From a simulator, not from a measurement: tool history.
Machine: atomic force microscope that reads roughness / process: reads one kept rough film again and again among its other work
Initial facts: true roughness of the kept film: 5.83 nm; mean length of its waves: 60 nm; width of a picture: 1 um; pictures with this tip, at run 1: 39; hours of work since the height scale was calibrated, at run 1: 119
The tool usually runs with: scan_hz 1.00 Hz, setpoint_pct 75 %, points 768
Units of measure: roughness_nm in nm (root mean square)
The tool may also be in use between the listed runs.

run   hour  scan_hz  setpoint_pct  points  pictures with this tip  hours of work since the height scale was calibrated  roughness_nm
  1    0.0     1.00            75     768                      39                                                  119         5.181
  2   15.0     1.00            75     365                      69                                                  127         5.078
  3   32.2     1.00            75     365                     102                                                  137         5.044
  4   50.9     1.00            75     468                     138                                                  148         4.978
  5   62.2     1.00            75     768                     160                                                  155         4.907
  6   76.2     1.00            75     768                     188                                                  163         4.827
  7   93.8     1.00            75     768                     222                                                  173         4.800
  8  105.1     1.00            75     768                     244                                                  179         4.757
     116.4  -- new tip fitted
  9  120.6     1.00            75     768                       8                                                  188         5.229
 10  138.8     1.00            75     256                      43                                                  199         5.157
 11  155.3     1.00            75     256                      75                                                  208         5.097
 12  171.9     1.00            75     256                     107                                                  218         5.029
     173.8  -- height scale calibrated on a step standard
 13  192.1     1.00            75     256                     145                                                   11         4.951
 14  209.9     1.00            86     256                     179                                                   21         4.674
     218.4  -- height scale calibrated on a step standard, once more
 15  230.2     1.96            65     805                     217                                                    7         4.751
 16  249.1     1.09            65     805                     253                                                   18         4.897
     256.1  -- new tip fitted
 17  264.8     1.09            65     805                      17                                                   26         5.326
 18  282.8     0.67            68     588                      52                                                   37         5.366
 19  297.8     1.05            77     748                      81                                                   45         4.987
 20  310.3     1.73            86     796                     105                                                   53         4.386
 21  318.6     1.73            86     796                     121                                                   57         4.336
 22  335.4     1.73            84     277                     154                                                   67         4.353
 23  344.5     1.73            84     277                     172                                                   72         4.349

Table of differences, measured result less the result of that run with no hidden state. Run-to-run variation is the same in both. Gauge scatter possibly is not:
Unlogged tool condition in this case: radius of the tip, nm; height scale over the true one, %; drift of the gauge itself on roughness_nm, %.
run  roughness_nm
  1        -0.095
  2        -0.152
  3        -0.224
  4        -0.299
  5        -0.345
  6        -0.398
  7        -0.468
  8        -0.510
  9        -0.004
 10        -0.074
 11        -0.144
 12        -0.213
 13        -0.283
 14        -0.335
 15        -0.432
 16        -0.526
 17        -0.053
 18        -0.137
 19        -0.195
 20        -0.220
 21        -0.248
 22        -0.313
 23        -0.349
